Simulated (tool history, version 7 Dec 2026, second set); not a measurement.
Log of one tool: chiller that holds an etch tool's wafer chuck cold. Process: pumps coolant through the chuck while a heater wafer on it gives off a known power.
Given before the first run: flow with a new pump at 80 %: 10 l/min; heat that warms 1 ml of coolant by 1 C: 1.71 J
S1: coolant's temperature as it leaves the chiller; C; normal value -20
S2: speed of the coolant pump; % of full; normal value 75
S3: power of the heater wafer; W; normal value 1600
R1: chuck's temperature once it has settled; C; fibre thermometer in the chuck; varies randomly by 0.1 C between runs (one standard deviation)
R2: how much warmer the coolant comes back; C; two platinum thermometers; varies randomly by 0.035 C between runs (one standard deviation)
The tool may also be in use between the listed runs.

Run 1, hour 0: usual settings. Result: R1 -7.1 C, R2 6.44 C.
Run 2, hour 77: usual settings but S1 -13 C. Result: R1 0 C, R2 6.48 C.
Run 3, hour 182.4: usual settings but S1 -12 C. Result: R1 0.9 C, R2 6.47 C.
Run 4, hour 262.3: usual settings but S1 -12 C, S2 62 % of full. Result: R1 3.1 C, R2 7.89 C.
Run 5, hour 348.9: usual settings but S1 -12 C, S2 62 % of full. Result: R1 3.2 C, R2 7.85 C.
Run 6, hour 410.2: usual settings but S1 -12 C, S2 62 % of full. Result: R1 2.9 C, R2 7.85 C.
At hour 477.5: coolant changed, channels flushed.
Run 7, hour 509.9: usual settings but S1 -12 C, S2 62 % of full. Result: R1 2.3 C, R2 7.84 C.
Run 8, hour 644: usual settings but S1 -12 C, S2 62 % of full. Result: R1 2.3 C, R2 7.85 C.
Run 9, hour 715.1: usual settings but S1 -12 C, S2 62 % of full. Result: R1 2.1 C, R2 7.91 C.
Run 10, hour 802.5: usual settings but S2 64 % of full. Result: R1 -5.9 C, R2 7.61 C.
Run 11, hour 898.1: usual settings but S2 64 % of full. Result: R1 -6.1 C, R2 7.7 C.
Run 12, hour 956.3: usual settings but S3 1866 W. Result: R1 -5.4 C, R2 7.67 C.
Run 13, hour 1035.3: usual settings. Result: R1 -7.5 C, R2 6.5 C.
At hour 1050.4: coolant pump overhauled.
Run 14, hour 1108.3: usual settings. Result: R1 -7.3 C, R2 6.63 C.
Run 15, hour 1213.3: usual settings. Result: R1 -7.3 C, R2 6.68 C.
Run 16, hour 1303.1: usual settings. Result: R1 -7.1 C, R2 6.69 C.
Run 17, hour 1398.8: usual settings but S1 -16 C, S2 83 % of full, S3 2202 W. Result: R1 0.3 C, R2 8.36 C.
Run 18, hour 1484.3: usual settings but S1 -28 C, S2 89 % of full, S3 1106 W. Result: R1 -20.1 C, R2 3.9 C.
Run 19, hour 1564.4: usual settings but S1 -25 C, S3 1443 W. Result: R1 -13.3 C, R2 6.07 C.
At hour 1586.8: coolant pump overhauled, once more.
Run 20, hour 1669.6: usual settings but S1 -11 C, S2 72 % of full, S3 2131 W. Result: R1 5.4 C, R2 8.33 C.
Run 21, hour 1736.6: usual settings but S2 83 % of full. Result: R1 -8.9 C, R2 5.37 C.
Run 22, hour 1822.1: usual settings but S1 -28 C, S2 91 % of full, S3 1815 W. Result: R1 -16.1 C, R2 5.58 C.
Run 23, hour 1932.1: usual settings but S1 -28 C, S2 91 % of full, S3 1815 W. Result: R1 -15.9 C, R2 5.56 C.
Run 24, hour 2015.7: usual settings but S1 -18 C, S3 2221 W. Result: R1 -1.5 C, R2 8.34 C.
Run 25, hour 2083.7: usual settings but S1 -22 C, S2 61 % of full, S3 1714 W. Result: R1 -7 C, R2 7.94 C.
Run 26, hour 2185: usual settings but S1 -22 C, S2 61 % of full, S3 1714 W. Result: R1 -7 C, R2 7.97 C.
Run 27, hour 2316.3: usual settings but S1 -27 C. Result: R1 -14.9 C, R2 6.05 C.
Run 28, hour 2444.6: usual settings but S1 -25 C, S2 60 % of full, S3 813 W. Result: R1 -17.7 C, R2 3.94 C.
Run 29, hour 2575.8: usual settings but S1 -25 C, S2 60 % of full, S3 813 W. Result: R1 -17.7 C, R2 3.86 C.
Run 30, hour 2652.1: usual settings. Result: R1 -7.8 C, R2 6.09 C.
Run 31, hour 2729.6: usual settings but S1 -26 C, S2 72 % of full, S3 1262 W. Result: R1 -16 C, R2 5.04 C.

What if the next run were any one of these 5? Each begins from the tool's condition after run 31:
Run A, hour 2803.2: usual settings but S2 96 % of full. Result: R1 ?, R2 ?.
Run B, hour 2803.2: usual settings but S1 -19 C, S2 73 % of full. Result: R1 ?, R2 ?.
Run C, hour 2803.2: usual settings but S2 62 % of full. Result: R1 ?, R2 ?.
Run D, hour 2803.2: usual settings but S1 -26 C, S2 81 % of full, S3 1262 W. Result: R1 ?, R2 ?.
Run E, hour 2803.2: usual settings but S1 -26 C, S2 72 % of full, S3 1151 W. Result: R1 ?, R2 ?.

run     R1    R2
  A   -9.7  4.74
  B   -6.3  6.26
  C   -6.1   7.4
  D  -16.6   4.4
  E  -16.7  4.56
Had the tool no hidden state, the same runs would have come out as:
run     R1    R2
  A  -10.3  4.68
  B     -7  6.18
  C   -6.7   7.3
  D  -17.2  4.34
  E  -17.2   4.5

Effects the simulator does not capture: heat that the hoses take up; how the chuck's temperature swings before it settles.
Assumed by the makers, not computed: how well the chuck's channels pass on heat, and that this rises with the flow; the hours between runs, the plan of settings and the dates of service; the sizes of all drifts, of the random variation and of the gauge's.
